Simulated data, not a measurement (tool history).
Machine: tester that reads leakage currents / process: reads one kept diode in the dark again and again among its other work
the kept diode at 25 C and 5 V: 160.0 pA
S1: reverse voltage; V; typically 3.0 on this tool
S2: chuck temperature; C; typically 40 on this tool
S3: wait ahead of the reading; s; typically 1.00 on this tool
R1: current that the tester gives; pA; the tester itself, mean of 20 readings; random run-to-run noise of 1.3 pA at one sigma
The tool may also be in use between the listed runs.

run 1 hour=0.0 | S1=3.0 S2=40 S3=1.00 | R1=428.23
run 2 hour=69.2 | S1=3.0 S2=40 S3=1.00 | R1=431.15
run 3 hour=130.9 | S1=3.0 S2=40 S3=1.00 | R1=429.87
run 4 hour=208.9 | S1=3.0 S2=40 S3=1.00 | R1=429.87
run 5 hour=286.5 | S1=3.0 S2=40 S3=1.00 | R1=430.93
run 6 hour=323.5 | S1=3.0 S2=40 S3=1.04 | R1=432.75
run 7 hour=364.3 | S1=3.0 S2=40 S3=1.04 | R1=432.42
run 8 hour=419.2 | S1=3.0 S2=40 S3=1.04 | R1=435.49
run 9 hour=492.4 | S1=3.0 S2=40 S3=1.00 | R1=432.88
run 10 hour=566.7 | S1=1.3 S2=40 S3=1.00 | R1=325.12
run 11 hour=614.6 | S1=3.0 S2=40 S3=1.00 | R1=434.07
run 12 hour=692.0 | S1=3.0 S2=36 S3=1.00 | R1=327.35
-- hour=701.6 probe card cleaned and baked
run 13 hour=769.3 | S1=3.0 S2=36 S3=1.00 | R1=328.72
run 14 hour=840.4 | S1=3.0 S2=44 S3=1.00 | R1=581.49
run 15 hour=898.5 | S1=3.0 S2=40 S3=1.00 | R1=438.90
run 16 hour=969.8 | S1=3.0 S2=40 S3=4.63 | R1=440.16
run 17 hour=1022.4 | S1=3.0 S2=41 S3=4.63 | R1=474.48
run 18 hour=1066.5 | S1=3.0 S2=41 S3=4.63 | R1=473.77
run 19 hour=1115.1 | S1=3.0 S2=41 S3=4.63 | R1=473.97
-- hour=1155.2 probe card cleaned and baked, once more
run 20 hour=1189.8 | S1=3.0 S2=41 S3=4.63 | R1=469.68

The next listed run, before its measurement:
run 21 hour=1224.6 | S1=3.0 S2=41 S3=4.63 | R1=?

{"run 21": {"R1": 471.55}}
On a tool with no hidden condition, and with the same random variation, this run would have come out at R1 455.52 pA.
